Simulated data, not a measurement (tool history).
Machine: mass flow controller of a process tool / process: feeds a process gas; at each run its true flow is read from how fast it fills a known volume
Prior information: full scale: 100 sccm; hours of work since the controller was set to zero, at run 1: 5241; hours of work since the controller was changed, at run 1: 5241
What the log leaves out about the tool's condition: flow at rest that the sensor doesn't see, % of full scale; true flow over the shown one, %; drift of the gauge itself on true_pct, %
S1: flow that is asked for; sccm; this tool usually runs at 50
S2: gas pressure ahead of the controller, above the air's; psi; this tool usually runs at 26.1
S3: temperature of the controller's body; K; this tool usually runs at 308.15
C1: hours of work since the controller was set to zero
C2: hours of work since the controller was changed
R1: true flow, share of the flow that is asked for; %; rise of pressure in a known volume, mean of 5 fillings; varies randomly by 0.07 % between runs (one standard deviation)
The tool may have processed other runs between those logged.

run	day	S1	S2	S3	C1	C2	R1
1	0	50	26.1	308.15	5241	5241	96.97
2	7.383	50	26.1	308.15	5373	5373	96.79
3	15.112	50	26.1	308.15	5511	5511	96.88
4	22.671	50	26.1	308.15	5646	5646	96.66
5	33.038	50	26.1	308.15	5832	5832	96.71
6	38.108	50	26.1	308.15	5922	5922	96.56
7	43.825	50	26.1	308.15	6025	6025	96.59
8	54.158	50	27.6	308.15	6209	6209	96.31
# day 58.592: controller's zero set anew
9	61.379	50	26.1	295.15	50	6338	98.19
10	70.908	50	26.1	308.15	220	6508	97.34
11	79.208	50	26.1	308.15	369	6657	97.43
12	85.238	50	26.1	308.15	476	6764	97.26
13	92.262	50	26.1	308.15	602	6890	97.26
14	101.946	50	26.1	308.15	775	7063	97.24
15	112.758	50	26.1	308.15	968	7257	97.1
16	123.871	50	26.1	308.15	1167	7455	97.02
17	133.117	50	26.1	308.15	1332	7620	97
18	140.317	50	26.1	308.15	1461	7749	96.88
19	145.379	50	26.1	308.15	1552	7840	96.85
20	151.65	50	26.1	308.15	1664	7952	96.8
21	161.988	89	26.1	308.15	1848	8137	97.31
22	166.642	19	26.1	308.15	1932	8220	95.85
23	173.412	19	26.1	308.15	2053	8341	95.83
24	180.483	19	26.1	308.15	2179	8467	95.71
25	187.262	50	26.8	313.15	2300	8588	96.22
26	193.583	50	26.8	313.15	2413	8701	96.2
27	200.746	16	26	295.15	2541	8830	95.78
28	210.983	70	33.2	301.15	2724	9013	96.7
29	220.162	36	21	308.15	2888	9177	96.19
30	224.838	31	38.4	312.15	2972	9260	95
31	234.442	72	26.1	295.15	3144	9432	97.26
32	241.592	72	26.1	295.15	3272	9560	97.27
33	249.279	11	39	294.15	3409	9697	93.84
34	256.6	11	39	294.15	3540	9828	93.75
35	265.771	47	26.1	308.15	3704	9992	95.86
36	271.833	36	32.1	308.15	3812	10100	95.15
37	276.962	36	32.1	294.15	3904	10192	95.97
38	288.388	50	21.8	311.15	4108	10396	95.81
39	298.583	18	34.1	311.15	4291	10579	93.57
40	309.55	18	34.1	311.15	4487	10775	93.45
41	317.325	18	34.1	311.15	4626	10914	93.41
42	323.208	14	34.1	311.15	4731	11019	92.69
43	327.988	29	24.7	305.15	4816	11104	94.91

Describe how what the log doesn't record of the tool's condition differs between the last listed run preceding each entry between runs and the first listed run following it.
From run 8 to run 9: controller's zero set anew (day 58.592)
  flow at rest that the sensor doesn't see, % of full scale: -0.538 -> -0.007; true flow over the shown one, %: -1.47 -> -1.51
  difference, measured minus the result without the unlogged condition, R1: -2.55 -> -1.52 %

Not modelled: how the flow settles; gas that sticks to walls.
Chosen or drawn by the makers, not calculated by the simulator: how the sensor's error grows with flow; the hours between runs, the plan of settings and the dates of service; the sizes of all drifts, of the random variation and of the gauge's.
